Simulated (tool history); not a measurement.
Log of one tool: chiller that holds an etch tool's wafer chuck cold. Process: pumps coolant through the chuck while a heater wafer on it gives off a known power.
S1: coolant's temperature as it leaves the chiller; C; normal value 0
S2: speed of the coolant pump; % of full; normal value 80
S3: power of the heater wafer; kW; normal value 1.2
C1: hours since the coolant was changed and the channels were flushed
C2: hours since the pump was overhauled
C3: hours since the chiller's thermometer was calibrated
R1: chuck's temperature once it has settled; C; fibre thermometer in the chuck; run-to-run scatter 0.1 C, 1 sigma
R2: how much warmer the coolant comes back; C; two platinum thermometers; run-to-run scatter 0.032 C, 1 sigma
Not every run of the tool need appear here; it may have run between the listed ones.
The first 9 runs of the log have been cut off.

{"run": 10, "hour": 422.6, "S1": 0, "S2": 80, "S3": 1.2, "C1": 6731, "C2": 2946, "C3": 4696, "R1": 7.9, "R2": 4.06}
{"run": 11, "hour": 477.9, "S1": 0, "S2": 80, "S3": 1.2, "C1": 6786, "C2": 3001, "C3": 4752, "R1": 8.2, "R2": 4.08}
{"run": 12, "hour": 512.0, "S1": 0, "S2": 80, "S3": 1.2, "C1": 6820, "C2": 3036, "C3": 4786, "R1": 8, "R2": 4.11}
{"run": 13, "hour": 546.8, "S1": 0, "S2": 80, "S3": 1.2, "C1": 6855, "C2": 3070, "C3": 4820, "R1": 8, "R2": 4.13}
{"run": 14, "hour": 581.4, "S1": -6, "S2": 80, "S3": 1.2, "C1": 6889, "C2": 3105, "C3": 4855, "R1": 2.1, "R2": 4.16}
{"run": 15, "hour": 613.4, "S1": -6, "S2": 80, "S3": 1.2, "C1": 6921, "C2": 3137, "C3": 4887, "R1": 2.1, "R2": 4.09}
{"run": 16, "hour": 665.0, "S1": -6, "S2": 80, "S3": 1.2, "C1": 6973, "C2": 3189, "C3": 4939, "R1": 1.8, "R2": 4.13}
{"run": 17, "hour": 700.6, "S1": -6, "S2": 80, "S3": 1.2, "C1": 7009, "C2": 3224, "C3": 4974, "R1": 2, "R2": 4.15}
{"run": 18, "hour": 726.3, "S1": 0, "S2": 69, "S3": 1.2, "C1": 7034, "C2": 3250, "C3": 5000, "R1": 8.8, "R2": 4.78}
{"hour": 770.6, "done": "chiller's thermometer calibrated"}
{"run": 19, "hour": 778.5, "S1": 0, "S2": 69, "S3": 1.2, "C1": 7085, "C2": 3301, "C3": 8, "R1": 8.8, "R2": 4.82}
{"run": 20, "hour": 815.1, "S1": 0, "S2": 69, "S3": 1.2, "C1": 7122, "C2": 3338, "C3": 44, "R1": 8.7, "R2": 4.81}
{"run": 21, "hour": 850.1, "S1": 10, "S2": 82, "S3": 1.2, "C1": 7157, "C2": 3373, "C3": 79, "R1": 17.9, "R2": 4.05}
{"run": 22, "hour": 913.2, "S1": 9, "S2": 94, "S3": 1.2, "C1": 7220, "C2": 3436, "C3": 143, "R1": 16.3, "R2": 3.56}
{"run": 23, "hour": 966.9, "S1": 9, "S2": 94, "S3": 1.2, "C1": 7274, "C2": 3489, "C3": 196, "R1": 16.3, "R2": 3.58}
{"run": 24, "hour": 1005.7, "S1": 0, "S2": 94, "S3": 0.911, "C1": 7313, "C2": 3528, "C3": 235, "R1": 5.6, "R2": 2.77}
{"run": 25, "hour": 1041.3, "S1": 0, "S2": 94, "S3": 0.911, "C1": 7348, "C2": 3564, "C3": 271, "R1": 5.6, "R2": 2.81}
{"run": 26, "hour": 1066.9, "S1": 0, "S2": 94, "S3": 0.911, "C1": 7374, "C2": 3589, "C3": 296, "R1": 5.5, "R2": 2.78}
{"run": 27, "hour": 1101.6, "S1": 0, "S2": 94, "S3": 0.911, "C1": 7408, "C2": 3624, "C3": 331, "R1": 5.5, "R2": 2.81}
{"run": 28, "hour": 1149.0, "S1": 0, "S2": 94, "S3": 0.911, "C1": 7456, "C2": 3672, "C3": 378, "R1": 5.5, "R2": 2.76}
{"run": 29, "hour": 1200.1, "S1": 0, "S2": 94, "S3": 0.911, "C1": 7507, "C2": 3723, "C3": 429, "R1": 5.7, "R2": 2.82}
{"run": 30, "hour": 1255.7, "S1": 0, "S2": 94, "S3": 0.911, "C1": 7563, "C2": 3778, "C3": 485, "R1": 5.5, "R2": 2.82}
{"run": 31, "hour": 1316.1, "S1": 0, "S2": 94, "S3": 0.911, "C1": 7623, "C2": 3839, "C3": 545, "R1": 5.6, "R2": 2.83}
{"run": 32, "hour": 1348.5, "S1": 0, "S2": 94, "S3": 0.911, "C1": 7655, "C2": 3871, "C3": 578, "R1": 5.4, "R2": 2.84}
{"run": 33, "hour": 1378.3, "S1": -5, "S2": 83, "S3": 1.2, "C1": 7685, "C2": 3901, "C3": 608, "R1": 2.8, "R2": 4.13}

3 ways to go on from here, each from the tool as it stands after run 33. What would each give?
{"run": "A", "hour": 1433.3, "S1": -5, "S2": 60, "S3": 1.2, "C1": 7740, "C2": 3956, "C3": 663, "R1": "?", "R2": "?"}
{"run": "B", "hour": 1433.3, "S1": 2, "S2": 67, "S3": 1.2, "C1": 7740, "C2": 3956, "C3": 663, "R1": "?", "R2": "?"}
{"run": "C", "hour": 1433.3, "S1": 2, "S2": 95, "S3": 1.2, "C1": 7740, "C2": 3956, "C3": 663, "R1": "?", "R2": "?"}

run=A R1=4.5 R2=5.62
run=B R1=10.9 R2=5.02
run=C R1=9.4 R2=3.63
Take away the tool's hidden state, keep each run's random variation, and the runs would have read:
run=A R1=4.5 R2=5.37
run=B R1=10.9 R2=4.77
run=C R1=9.3 R2=3.38
